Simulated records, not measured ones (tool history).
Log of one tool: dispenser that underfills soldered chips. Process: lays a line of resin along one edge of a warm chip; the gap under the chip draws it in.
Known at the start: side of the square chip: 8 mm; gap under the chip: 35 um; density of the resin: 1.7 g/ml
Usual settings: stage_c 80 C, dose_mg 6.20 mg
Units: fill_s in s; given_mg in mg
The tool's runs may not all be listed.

run,hour,stage_c,dose_mg,fill_s,given_mg
1,0.0,80,6.20,35.6,6.30
# hour 6.0: new syringe of resin
2,8.0,80,6.20,31.4,6.17
3,14.5,86,6.20,37.6,6.25
# hour 15.6: new syringe of resin
# hour 25.0: new syringe of resin
4,28.5,86,6.20,28.8,6.15
# hour 34.9: new syringe of resin
5,38.7,80,5.90,35.2,5.91
# hour 45.2: new syringe of resin
6,45.3,80,5.90,28.7,5.78
# hour 55.2: new syringe of resin
7,58.2,80,5.90,33.4,5.86
# hour 65.6: new syringe of resin
8,66.3,80,5.90,29.8,5.81
9,74.5,80,5.90,46.6,5.78
# hour 75.5: new syringe of resin
10,80.5,80,6.28,37.0,6.14
# hour 85.4: new syringe of resin
11,94.1,80,5.37,47.3,5.24
# hour 95.3: new syringe of resin
12,101.1,74,6.20,47.0,6.01
# hour 105.7: new syringe of resin
13,108.5,91,6.20,24.0,6.03
# hour 115.5: new syringe of resin
14,117.2,91,6.20,22.6,6.01
# hour 125.0: new syringe of resin
15,127.2,91,6.20,22.3,5.95
16,133.3,92,7.72,30.4,7.50
# hour 134.3: new syringe of resin
17,142.2,93,5.89,29.7,5.68
# hour 143.7: new syringe of resin
# hour 153.2: new syringe of resin
18,156.8,73,5.84,42.6,5.67
# hour 163.3: new syringe of resin
19,169.4,73,5.84,52.2,5.55
# hour 173.0: new syringe of resin
20,180.2,77,5.84,45.4,5.55
# hour 183.4: new syringe of resin
21,190.2,76,7.38,45.0,6.98
# hour 192.8: new syringe of resin
# hour 196.9: dispensing valve cleaned and set on the balance
# hour 203.2: new syringe of resin
22,203.5,95,6.37,18.1,6.36
23,211.9,95,6.37,28.3,6.33
# hour 213.1: new syringe of resin
24,218.3,95,7.93,23.0,7.91
# hour 223.4: new syringe of resin
25,226.3,95,7.93,20.9,7.91
# hour 233.4: new syringe of resin
26,235.0,65,8.01,49.8,7.91
# hour 243.6: new syringe of resin
27,246.3,74,5.56,40.2,5.50
# hour 252.9: new syringe of resin
28,252.9,83,5.56,25.9,5.47

Forecast each of these 5 alternatives for the next run:
A,260.2,87,6.20,?,?
B,260.2,75,6.09,?,?
C,260.2,74,5.56,?,?
D,260.2,92,5.56,?,?
E,260.2,88,6.20,?,?

run,fill_s,given_mg
A,33.3,6.12
B,49.3,6.01
C,51.4,5.41
D,28.7,5.54
E,31.6,6.19
Without the tool's hidden state the same runs would have given:
run,fill_s,given_mg
A,22.8,6.21
B,33.8,6.09
C,35.1,5.49
D,19.5,5.62
E,21.4,6.28
